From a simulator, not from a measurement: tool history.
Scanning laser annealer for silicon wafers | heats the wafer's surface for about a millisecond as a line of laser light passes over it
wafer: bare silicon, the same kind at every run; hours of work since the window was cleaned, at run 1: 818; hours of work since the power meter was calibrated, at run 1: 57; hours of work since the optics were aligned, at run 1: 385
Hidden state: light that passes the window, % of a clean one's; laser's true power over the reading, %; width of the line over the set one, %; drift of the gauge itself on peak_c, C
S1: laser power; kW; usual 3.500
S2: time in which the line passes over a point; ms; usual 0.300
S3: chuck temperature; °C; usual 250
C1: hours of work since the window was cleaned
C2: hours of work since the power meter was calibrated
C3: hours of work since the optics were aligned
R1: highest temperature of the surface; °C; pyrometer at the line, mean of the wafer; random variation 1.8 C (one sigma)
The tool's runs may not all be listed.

run	hour	S1	S2	S3	C1	C2	C3	R1
1	0.0	3.500	0.300	250	818	57	385	924
2	5.2	3.500	0.300	250	821	60	388	924
# hour 14.8: window over the wafer cleaned
3	15.2	3.500	0.300	250	0	65	393	921
4	25.0	3.500	0.300	250	6	71	399	919
5	32.9	3.500	0.300	250	11	76	404	917
6	39.5	3.500	0.300	250	15	80	408	920
7	46.5	3.500	0.300	250	19	84	412	918
8	53.6	3.500	0.300	250	23	88	416	916
9	62.0	3.500	0.300	250	28	93	421	917
# hour 69.7: window over the wafer cleaned, once more
10	72.4	3.500	0.248	250	2	99	426	877
11	77.7	3.572	0.297	241	5	102	430	957
12	86.1	3.572	0.368	269	10	107	435	1069
13	90.8	3.572	0.368	269	13	110	438	1068
14	99.2	3.572	0.368	269	18	115	443	1069
15	105.9	3.725	0.300	237	22	119	447	994
16	115.3	3.500	0.372	221	27	124	452	1003
17	121.9	3.089	0.349	288	31	128	456	926
18	129.1	3.089	0.349	288	36	133	461	928
19	138.9	3.669	0.335	254	42	139	466	1039
20	146.4	3.807	0.329	226	46	143	471	1043

Forecast each of these 3 alternatives for the next run:
A	151.0	3.189	0.329	226	49	146	474	?
B	151.0	3.483	0.224	240	49	146	474	?
C	151.0	3.812	0.294	253	49	146	474	?

run	R1
A	875
B	831
C	1023
Without the tool's hidden state the same runs would have given:
run	R1
A	888
B	843
C	1038
